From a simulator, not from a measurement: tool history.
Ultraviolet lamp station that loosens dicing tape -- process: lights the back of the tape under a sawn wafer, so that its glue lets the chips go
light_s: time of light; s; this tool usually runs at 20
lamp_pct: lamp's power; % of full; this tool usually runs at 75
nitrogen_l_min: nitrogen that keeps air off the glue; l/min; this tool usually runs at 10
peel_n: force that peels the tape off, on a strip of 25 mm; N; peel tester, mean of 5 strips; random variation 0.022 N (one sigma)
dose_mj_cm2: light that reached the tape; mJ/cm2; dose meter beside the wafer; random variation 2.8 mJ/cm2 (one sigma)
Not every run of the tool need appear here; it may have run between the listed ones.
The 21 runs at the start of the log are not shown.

run,hour,light_s,lamp_pct,nitrogen_l_min,peel_n,dose_mj_cm2
22,311.9,28,75,10,0.847,439
23,328.9,23,69,4,2.406,330
# hour 332.6: window cleaned of glue's vapour
24,347.2,22,84,16,0.953,368
25,359.4,20,73,13,1.552,292
26,379.4,20,73,13,1.591,290
# hour 389.4: window cleaned of glue's vapour, once more
27,392.4,12,93,4,3.263,254
28,403.4,20,60,4,2.917,271
29,417.9,20,60,4,2.94,277
30,433.8,28,60,16,0.911,377
31,443.7,12,77,10,2.872,208
32,462.7,34,77,19,0.353,584
33,475.1,34,77,19,0.369,583
34,485.6,12,77,7,3.251,207
35,497.1,20,86,3,2.189,384
36,507.8,20,75,3,2.707,333
37,527.8,12,70,3,4.593,184
38,547.1,12,70,3,4.672,189
39,555.2,13,97,6,2.495,275
40,563.8,13,97,6,2.377,277
41,577.5,11,66,10,3.822,157
42,588.9,22,69,12,1.331,333
43,607.5,32,69,6,0.979,479

Branching from run 43: 4 alternative next runs. What would each branch give?
A,624.6,10,100,6,?,?
B,624.6,32,77,8,?,?
C,624.6,13,69,6,?,?
D,624.6,20,75,4,?,?

run,peel_n,dose_mj_cm2
A,3.353,213
B,0.673,534
C,3.654,197
D,2.407,324
The same runs, with their run-to-run variation unchanged, on a tool lacking any hidden condition would have given:
run,peel_n,dose_mj_cm2
A,2.695,259
B,0.458,648
C,3,238
D,1.827,393

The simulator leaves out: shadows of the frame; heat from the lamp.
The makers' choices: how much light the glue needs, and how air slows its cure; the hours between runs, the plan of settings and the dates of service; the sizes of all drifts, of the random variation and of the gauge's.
